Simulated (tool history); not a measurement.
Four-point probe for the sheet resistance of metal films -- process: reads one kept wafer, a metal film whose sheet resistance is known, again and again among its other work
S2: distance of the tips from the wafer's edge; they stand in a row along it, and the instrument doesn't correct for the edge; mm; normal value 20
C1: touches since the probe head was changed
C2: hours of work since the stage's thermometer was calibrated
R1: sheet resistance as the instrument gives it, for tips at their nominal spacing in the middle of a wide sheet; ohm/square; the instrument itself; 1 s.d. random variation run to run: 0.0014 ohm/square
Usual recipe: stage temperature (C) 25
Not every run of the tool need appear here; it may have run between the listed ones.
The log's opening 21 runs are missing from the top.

run 22 day=18.100 | stage_temperature_(C)=25 S2=20 | C1=26710 C2=144 | R1=6.802903
run 23 day=18.625 | stage_temperature_(C)=19 S2=4 | C1=27045 C2=154 | R1=7.001021
run 24 day=19.392 | stage_temperature_(C)=23 S2=31 | C1=27535 C2=169 | R1=6.795687
run 25 day=20.633 | stage_temperature_(C)=24 S2=8 | C1=28324 C2=192 | R1=6.849628
run 26 day=21.438 | stage_temperature_(C)=24 S2=8 | C1=28838 C2=207 | R1=6.848902
run 27 day=22.142 | stage_temperature_(C)=26 S2=37 | C1=29286 C2=221 | R1=6.795873
run 28 day=22.792 | stage_temperature_(C)=19 S2=37 | C1=29702 C2=233 | R1=6.781466
run 29 day=23.962 | stage_temperature_(C)=19 S2=37 | C1=30448 C2=255 | R1=6.783277
run 30 day=24.962 | stage_temperature_(C)=19 S2=37 | C1=31084 C2=274 | R1=6.780599
run 31 day=25.954 | stage_temperature_(C)=19 S2=37 | C1=31718 C2=293 | R1=6.781971
run 32 day=26.712 | stage_temperature_(C)=30 S2=19 | C1=32200 C2=307 | R1=6.816416
run 33 day=27.942 | stage_temperature_(C)=25 S2=20 | C1=32983 C2=330 | R1=6.804705
run 34 day=28.667 | stage_temperature_(C)=23 S2=18 | C1=33446 C2=344 | R1=6.799625
run 35 day=29.854 | stage_temperature_(C)=23 S2=18 | C1=34202 C2=366 | R1=6.800429
run 36 day=31.004 | stage_temperature_(C)=21 S2=67 | C1=34937 C2=388 | R1=6.785894
run 37 day=31.667 | stage_temperature_(C)=34 S2=31 | C1=35358 C2=401 | R1=6.818108
run 38 day=32.462 | stage_temperature_(C)=25 S2=36 | C1=35867 C2=416 | R1=6.797232
run 39 day=33.646 | stage_temperature_(C)=25 S2=36 | C1=36618 C2=438 | R1=6.796263
run 40 day=34.683 | stage_temperature_(C)=28 S2=11 | C1=37281 C2=458 | R1=6.829480
run 41 day=35.929 | stage_temperature_(C)=30 S2=20 | C1=38074 C2=481 | R1=6.814480
run 42 day=36.758 | stage_temperature_(C)=32 S2=4 | C1=38603 C2=497 | R1=7.031646
run 43 day=37.400 | stage_temperature_(C)=19 S2=24 | C1=39013 C2=509 | R1=6.786275
run 44 day=38.217 | stage_temperature_(C)=19 S2=24 | C1=39533 C2=524 | R1=6.786553

Below are 4 alternative next runs, each starting from the tool's condition after run 44. Predict each:
run A day=39.462 | stage_temperature_(C)=23 S2=18 | C1=40329 C2=548 | R1=?
run B day=39.462 | stage_temperature_(C)=21 S2=20 | C1=40329 C2=548 | R1=?
run C day=39.462 | stage_temperature_(C)=25 S2=47 | C1=40329 C2=548 | R1=?
run D day=39.462 | stage_temperature_(C)=34 S2=3 | C1=40329 C2=548 | R1=?

run=A R1=6.801578
run=B R1=6.794263
run=C R1=6.796585
run=D R1=7.198030
The same runs, with their run-to-run variation unchanged, on a tool lacking any hidden condition would have given:
run=A R1=6.800401
run=B R1=6.793088
run=C R1=6.795409
run=D R1=7.196790
